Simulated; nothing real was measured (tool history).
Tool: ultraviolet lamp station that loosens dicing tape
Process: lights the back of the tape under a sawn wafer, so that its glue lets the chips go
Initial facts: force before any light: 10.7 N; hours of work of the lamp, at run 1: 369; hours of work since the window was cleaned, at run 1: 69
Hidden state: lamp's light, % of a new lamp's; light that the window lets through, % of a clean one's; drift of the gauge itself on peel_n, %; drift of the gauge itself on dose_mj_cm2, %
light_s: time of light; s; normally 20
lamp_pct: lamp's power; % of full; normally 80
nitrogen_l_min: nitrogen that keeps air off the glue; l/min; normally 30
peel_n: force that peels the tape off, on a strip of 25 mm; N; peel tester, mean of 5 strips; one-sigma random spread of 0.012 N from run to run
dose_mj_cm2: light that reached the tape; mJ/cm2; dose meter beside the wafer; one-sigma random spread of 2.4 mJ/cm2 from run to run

run	hour	light_s	lamp_pct	nitrogen_l_min	hours of work of the lamp	hours of work since the window was cleaned	peel_n	dose_mj_cm2
1	0.0	20	80	30	369	69	1.152	181
2	30.0	20	80	30	392	93	1.214	177
3	52.9	20	80	30	411	111	1.276	173
4	85.4	20	80	30	437	137	1.332	171
5	117.1	20	68	30	462	162	1.888	140
6	147.6	20	94	30	486	187	1.094	188
7	179.0	20	80	41	511	212	1.424	157
8	211.7	11	80	30	538	238	3.756	80
9	243.8	11	80	30	563	263	4.045	82
10	269.2	11	81	30	583	284	4.128	79
11	312.4	35	80	30	618	318	0.622	231
# hour 346.7: lamp changed
12	355.5	35	80	30	7	352	0.171	413
13	376.7	20	80	29	24	369	0.643	231
14	403.9	20	80	29	46	390	0.726	225
15	439.3	20	80	29	74	419	0.767	221
# hour 443.3: window cleaned of glue's vapour
16	481.3	20	80	29	107	30	0.835	208
17	506.0	20	80	29	127	50	0.873	206
18	536.3	20	80	29	151	74	0.933	201
19	578.4	20	80	29	184	108	0.972	195
# hour 593.4: window cleaned of glue's vapour, once more
20	601.4	20	75	30	202	6	0.926	196
21	632.4	20	80	23	227	31	0.963	204
22	663.9	11	80	23	252	56	2.776	110
23	691.6	11	91	23	275	78	2.378	123
24	726.8	11	91	23	303	106	2.582	118
25	753.4	11	91	23	324	128	2.692	117
26	778.4	11	91	23	344	148	2.671	117
27	801.3	27	80	9	362	166	1.150	244
28	832.7	27	80	9	387	191	1.163	234
29	866.9	27	80	9	414	218	1.289	229
30	898.4	16	80	31	440	243	1.993	134
31	931.9	16	80	31	466	270	2.138	126
32	966.0	16	80	31	494	297	2.347	121
33	1007.9	27	85	16	527	331	1.085	211
34	1029.1	15	85	16	544	348	3.043	115
35	1057.7	15	85	16	567	371	3.110	113
36	1092.5	15	85	16	594	398	3.242	108
37	1138.9	15	85	16	632	435	3.447	104
# hour 1155.5: lamp changed
# hour 1168.9: window cleaned of glue's vapour
38	1173.2	15	85	16	14	3	1.271	191
39	1199.5	35	85	16	35	24	0.193	451
40	1242.1	35	85	16	69	58	0.191	438
41	1275.7	14	100	16	96	85	1.231	195
42	1299.5	10	78	53	115	104	2.385	109
43	1319.2	11	79	50	130	120	2.095	119
44	1366.0	11	79	50	168	157	2.196	117

Entry by entry between the runs, the difference in hidden state between the last listed run before and the first listed run after:
Runs 11 to 12: lamp changed (hour 346.7)
  lamp's light, % of a new lamp's: 56.3 -> 98.9; light that the window lets through, % of a clean one's: 94.5 -> 93.9
  what was measured, less what the result would be without the hidden state, peel_n: +0.468 -> +0.018 N; dose_mj_cm2: -203 -> -32 mJ/cm2
Runs 15 to 16: window cleaned of glue's vapour (hour 443.3)
  lamp's light, % of a new lamp's: 94.2 -> 92; light that the window lets through, % of a clean one's: 92.8 -> 90.8
  what was measured, less what the result would be without the hidden state, peel_n: +0.215 -> +0.296 N; dose_mj_cm2: -32 -> -41 mJ/cm2
Runs 19 to 20: window cleaned of glue's vapour, once more (hour 593.4)
  lamp's light, % of a new lamp's: 86.5 -> 85.3; light that the window lets through, % of a clean one's: 89.4 -> 98.9
  what was measured, less what the result would be without the hidden state, peel_n: +0.441 -> +0.305 N; dose_mj_cm2: -57 -> -36 mJ/cm2
Runs 37 to 38: lamp changed (hour 1155.5); window cleaned of glue's vapour (hour 1168.9)
  lamp's light, % of a new lamp's: 55.9 -> 98.6; light that the window lets through, % of a clean one's: 91.5 -> 98.9
  what was measured, less what the result would be without the hidden state, peel_n: +2.218 -> +0.062 N; dose_mj_cm2: -98 -> -5 mJ/cm2
